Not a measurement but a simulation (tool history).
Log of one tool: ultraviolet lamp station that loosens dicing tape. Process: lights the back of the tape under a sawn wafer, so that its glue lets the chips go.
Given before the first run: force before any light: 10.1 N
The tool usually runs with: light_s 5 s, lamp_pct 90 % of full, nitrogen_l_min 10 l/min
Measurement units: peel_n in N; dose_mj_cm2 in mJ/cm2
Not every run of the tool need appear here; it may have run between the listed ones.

run,hour,light_s,lamp_pct,nitrogen_l_min,peel_n,dose_mj_cm2
1,0,5,90,10,1.573,254
2,33.5,5,90,10,1.661,254
3,63.9,5,90,15,1.388,247
4,100.7,5,90,15,1.442,244
5,127.7,5,62,10,2.926,168
6,158.8,5,62,10,3.067,162
7,190.3,3,62,10,4.981,98
8,216.8,3,62,10,4.995,96
9,249.4,3,62,10,4.865,94
# hour 271.8: lamp changed
10,292.2,5,90,18,0.882,298
11,314,5,90,8,1.361,297
12,339.5,5,90,16,0.919,292
13,371.1,5,90,16,0.972,290
14,393.3,5,90,16,0.983,288
15,427.4,5,90,16,1.05,280
# hour 442.4: window cleaned of glue's vapour
16,448,5,90,16,1.335,248
17,469.5,5,90,16,1.326,249
18,489.5,5,90,16,1.358,245
19,514.7,5,90,16,1.366,245
20,543.3,5,90,10,1.764,240
21,567.2,5,90,10,1.765,239
22,599.9,4,68,4,4.514,142
23,632.4,5,75,4,3.548,185
# hour 666.4: window cleaned of glue's vapour, once more
24,669.9,5,75,4,2.37,265
25,699.5,4,77,6,2.626,213
26,733.7,4,77,6,2.678,215
27,760.3,4,77,6,2.62,215
28,779.4,2,90,3,5.501,122
29,807,2,90,3,5.563,122
30,841.7,2,90,4,5.039,122
31,864,8,68,10,0.784,360
32,884.4,3,66,10,3.811,129
33,920.2,5,85,10,1.387,271
34,941.5,5,64,10,2.251,203
35,975.6,5,86,4,2.347,268
36,992.4,4,90,3,3.266,224
37,1022.1,4,90,3,3.215,221
38,1060.1,4,90,3,3.396,218
39,1078.7,4,90,3,3.483,218

Below, some changes in peel_n between adjacent runs. For each, the amount present without the hidden state too (settings, incoming material, random variation) and the amount remaining for the hidden state with gauge scatter not shared by both compared results:
Unlogged tool condition in this case: lamp's light, % of a new lamp's; light that the window lets through, % of a clean one's; drift of the gauge itself on peel_n, %; drift of the gauge itself on dose_mj_cm2, %.
Run 9 -> 10: light_s 3 -> 5, lamp_pct 62 -> 90, nitrogen_l_min 10 -> 18, lamp changed. peel_n -3.983 N: hidden state -1.222, all else -2.761.
Run 21 -> 22: light_s 5 -> 4, lamp_pct 90 -> 68, nitrogen_l_min 10 -> 4. peel_n +2.749 N: hidden state +0.485, all else +2.264.
Run 23 -> 24: window cleaned of glue's vapour, once more. peel_n -1.178 N: hidden state -1.172, all else -0.006.
Run 30 -> 31: light_s 2 -> 8, lamp_pct 90 -> 68, nitrogen_l_min 4 -> 10. peel_n -4.255 N: hidden state -0.276, all else -3.979.
Run 31 -> 32: light_s 8 -> 3, lamp_pct 68 -> 66. peel_n +3.027 N: hidden state +0.371, all else +2.656.
